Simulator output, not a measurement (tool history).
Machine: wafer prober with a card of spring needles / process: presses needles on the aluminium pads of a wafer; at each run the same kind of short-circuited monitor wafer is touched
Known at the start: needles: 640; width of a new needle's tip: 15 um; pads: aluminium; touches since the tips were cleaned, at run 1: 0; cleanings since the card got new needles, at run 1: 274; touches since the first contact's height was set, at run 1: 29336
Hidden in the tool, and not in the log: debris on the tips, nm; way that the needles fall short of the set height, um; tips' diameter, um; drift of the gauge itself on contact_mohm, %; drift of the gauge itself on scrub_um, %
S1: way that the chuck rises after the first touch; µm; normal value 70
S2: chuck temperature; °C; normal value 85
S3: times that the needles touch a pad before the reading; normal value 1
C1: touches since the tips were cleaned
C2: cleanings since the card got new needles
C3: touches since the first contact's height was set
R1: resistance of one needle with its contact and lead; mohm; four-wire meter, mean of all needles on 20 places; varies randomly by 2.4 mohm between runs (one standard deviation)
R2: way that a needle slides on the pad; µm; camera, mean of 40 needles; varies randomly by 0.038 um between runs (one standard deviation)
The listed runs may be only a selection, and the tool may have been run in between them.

{"run": 1, "day": 0.0, "S1": 70, "S2": 85, "S3": 1, "C1": 0, "C2": 274, "C3": 29336, "R1": 285, "R2": 18.34}
{"day": 0.375, "done": "tips cleaned on abrasive film"}
{"day": 0.754, "done": "tips cleaned on abrasive film"}
{"day": 1.129, "done": "tips cleaned on abrasive film"}
{"day": 1.429, "done": "tips cleaned on abrasive film"}
{"day": 1.808, "done": "tips cleaned on abrasive film"}
{"day": 2.108, "done": "tips cleaned on abrasive film"}
{"day": 2.483, "done": "tips cleaned on abrasive film"}
{"run": 2, "day": 2.604, "S1": 69, "S2": 85, "S3": 1, "C1": 1885, "C2": 281, "C3": 70087, "R1": 335, "R2": 17.9}
{"day": 2.829, "done": "tips cleaned on abrasive film"}
{"day": 3.208, "done": "tips cleaned on abrasive film"}
{"day": 3.583, "done": "tips cleaned on abrasive film"}
{"day": 4.083, "done": "card fitted with new needles"}
{"day": 4.458, "done": "tips cleaned on abrasive film"}
{"day": 4.838, "done": "tips cleaned on abrasive film"}
{"day": 5.212, "done": "tips cleaned on abrasive film"}
{"day": 5.588, "done": "tips cleaned on abrasive film"}
{"run": 3, "day": 5.65, "S1": 69, "S2": 85, "S3": 1, "C1": 948, "C2": 4, "C3": 24504, "R1": 297, "R2": 18.1}
{"day": 5.95, "done": "tips cleaned on abrasive film"}
{"day": 6.25, "done": "tips cleaned on abrasive film"}
{"day": 6.629, "done": "tips cleaned on abrasive film"}
{"day": 7.004, "done": "tips cleaned on abrasive film"}
{"day": 7.379, "done": "tips cleaned on abrasive film"}
{"day": 7.683, "done": "tips cleaned on abrasive film"}
{"run": 4, "day": 7.783, "S1": 69, "S2": 85, "S3": 1, "C1": 1583, "C2": 10, "C3": 57887, "R1": 306, "R2": 17.93}
{"day": 8.008, "done": "tips cleaned on abrasive film"}
{"day": 8.388, "done": "tips cleaned on abrasive film"}
{"day": 8.688, "done": "tips cleaned on abrasive film"}
{"day": 9.062, "done": "tips cleaned on abrasive film"}
{"day": 9.442, "done": "tips cleaned on abrasive film"}
{"day": 9.742, "done": "tips cleaned on abrasive film"}
{"day": 9.829, "done": "height of the first contact set anew"}
{"day": 10.121, "done": "tips cleaned on abrasive film"}
{"run": 5, "day": 10.121, "S1": 69, "S2": 85, "S3": 1, "C1": 0, "C2": 17, "C3": 4533, "R1": 285, "R2": 18.17}
{"day": 10.496, "done": "tips cleaned on abrasive film"}
{"day": 10.796, "done": "tips cleaned on abrasive film"}
{"day": 11.175, "done": "tips cleaned on abrasive film"}
{"day": 11.475, "done": "tips cleaned on abrasive film"}
{"day": 11.85, "done": "tips cleaned on abrasive film"}
{"day": 12.229, "done": "tips cleaned on abrasive film"}
{"day": 12.567, "done": "tips cleaned on abrasive film"}
{"run": 6, "day": 12.567, "S1": 55, "S2": 67, "S3": 2, "C1": 0, "C2": 24, "C3": 42840, "R1": 282, "R2": 14.31}
{"day": 12.946, "done": "tips cleaned on abrasive film"}
{"day": 13.246, "done": "tips cleaned on abrasive film"}
{"day": 13.621, "done": "tips cleaned on abrasive film"}
{"day": 14.0, "done": "tips cleaned on abrasive film"}
{"day": 14.354, "done": "tips cleaned on abrasive film"}
{"run": 7, "day": 14.354, "S1": 84, "S2": 120, "S3": 2, "C1": 0, "C2": 29, "C3": 70775, "R1": 290, "R2": 21.96}
{"day": 14.654, "done": "tips cleaned on abrasive film"}
{"day": 15.033, "done": "tips cleaned on abrasive film"}
{"day": 15.408, "done": "tips cleaned on abrasive film"}
{"day": 15.571, "done": "height of the first contact set anew"}
{"day": 15.796, "done": "tips cleaned on abrasive film"}
{"day": 16.175, "done": "tips cleaned on abrasive film"}
{"day": 16.475, "done": "tips cleaned on abrasive film"}
{"run": 8, "day": 16.483, "S1": 59, "S2": 27, "S3": 2, "C1": 101, "C2": 35, "C3": 14235, "R1": 276, "R2": 15.43}
{"day": 16.783, "done": "tips cleaned on abrasive film"}
{"day": 17.158, "done": "tips cleaned on abrasive film"}
{"day": 17.538, "done": "tips cleaned on abrasive film"}
{"day": 17.912, "done": "tips cleaned on abrasive film"}
{"day": 18.283, "done": "tips cleaned on abrasive film"}
{"run": 9, "day": 18.283, "S1": 59, "S2": 27, "S3": 2, "C1": 0, "C2": 40, "C3": 42459, "R1": 271, "R2": 15.37}
{"day": 18.662, "done": "tips cleaned on abrasive film"}
{"day": 19.038, "done": "tips cleaned on abrasive film"}
{"day": 19.338, "done": "tips cleaned on abrasive film"}
{"day": 19.717, "done": "tips cleaned on abrasive film"}
{"day": 20.092, "done": "tips cleaned on abrasive film"}
{"day": 20.467, "done": "tips cleaned on abrasive film"}
{"day": 20.846, "done": "tips cleaned on abrasive film"}
{"run": 10, "day": 20.938, "S1": 70, "S2": 36, "S3": 2, "C1": 1500, "C2": 47, "C3": 84004, "R1": 281, "R2": 18.08}

Below are 5 alternative next runs, each starting from the tool's condition after run 10. Predict each:
{"day": 21.167, "done": "tips cleaned on abrasive film"}
{"day": 21.329, "done": "height of the first contact set anew"}
{"day": 21.554, "done": "tips cleaned on abrasive film"}
{"day": 21.933, "done": "tips cleaned on abrasive film"}
{"day": 22.308, "done": "tips cleaned on abrasive film"}
{"run": "A", "day": 22.471, "S1": 57, "S2": 63, "S3": 1, "C1": 2569, "C2": 51, "C3": 17881, "R1": "?", "R2": "?"}
{"day": 21.167, "done": "tips cleaned on abrasive film"}
{"day": 21.329, "done": "height of the first contact set anew"}
{"day": 21.554, "done": "tips cleaned on abrasive film"}
{"day": 21.933, "done": "tips cleaned on abrasive film"}
{"day": 22.308, "done": "tips cleaned on abrasive film"}
{"run": "B", "day": 22.471, "S1": 70, "S2": 121, "S3": 3, "C1": 2569, "C2": 51, "C3": 17881, "R1": "?", "R2": "?"}
{"day": 21.167, "done": "tips cleaned on abrasive film"}
{"day": 21.329, "done": "height of the first contact set anew"}
{"day": 21.554, "done": "tips cleaned on abrasive film"}
{"day": 21.933, "done": "tips cleaned on abrasive film"}
{"day": 22.308, "done": "tips cleaned on abrasive film"}
{"run": "C", "day": 22.471, "S1": 63, "S2": 33, "S3": 1, "C1": 2569, "C2": 51, "C3": 17881, "R1": "?", "R2": "?"}
{"day": 21.167, "done": "tips cleaned on abrasive film"}
{"day": 21.329, "done": "height of the first contact set anew"}
{"day": 21.554, "done": "tips cleaned on abrasive film"}
{"day": 21.933, "done": "tips cleaned on abrasive film"}
{"day": 22.308, "done": "tips cleaned on abrasive film"}
{"run": "D", "day": 22.471, "S1": 70, "S2": 26, "S3": 2, "C1": 2569, "C2": 51, "C3": 17881, "R1": "?", "R2": "?"}
{"day": 21.167, "done": "tips cleaned on abrasive film"}
{"day": 21.329, "done": "height of the first contact set anew"}
{"day": 21.554, "done": "tips cleaned on abrasive film"}
{"day": 21.933, "done": "tips cleaned on abrasive film"}
{"day": 22.308, "done": "tips cleaned on abrasive film"}
{"run": "E", "day": 22.471, "S1": 70, "S2": 49, "S3": 2, "C1": 2569, "C2": 51, "C3": 17881, "R1": "?", "R2": "?"}

run=A R1=327 R2=14.93
run=B R1=302 R2=18.41
run=C R1=309 R2=16.51
run=D R1=281 R2=18.45
run=E R1=297 R2=18.32
The same runs, with their run-to-run variation unchanged, on a tool lacking any hidden condition would have given:
run=A R1=273 R2=15.01
run=B R1=289 R2=18.48
run=C R1=262 R2=16.58
run=D R1=257 R2=18.52
run=E R1=273 R2=18.39
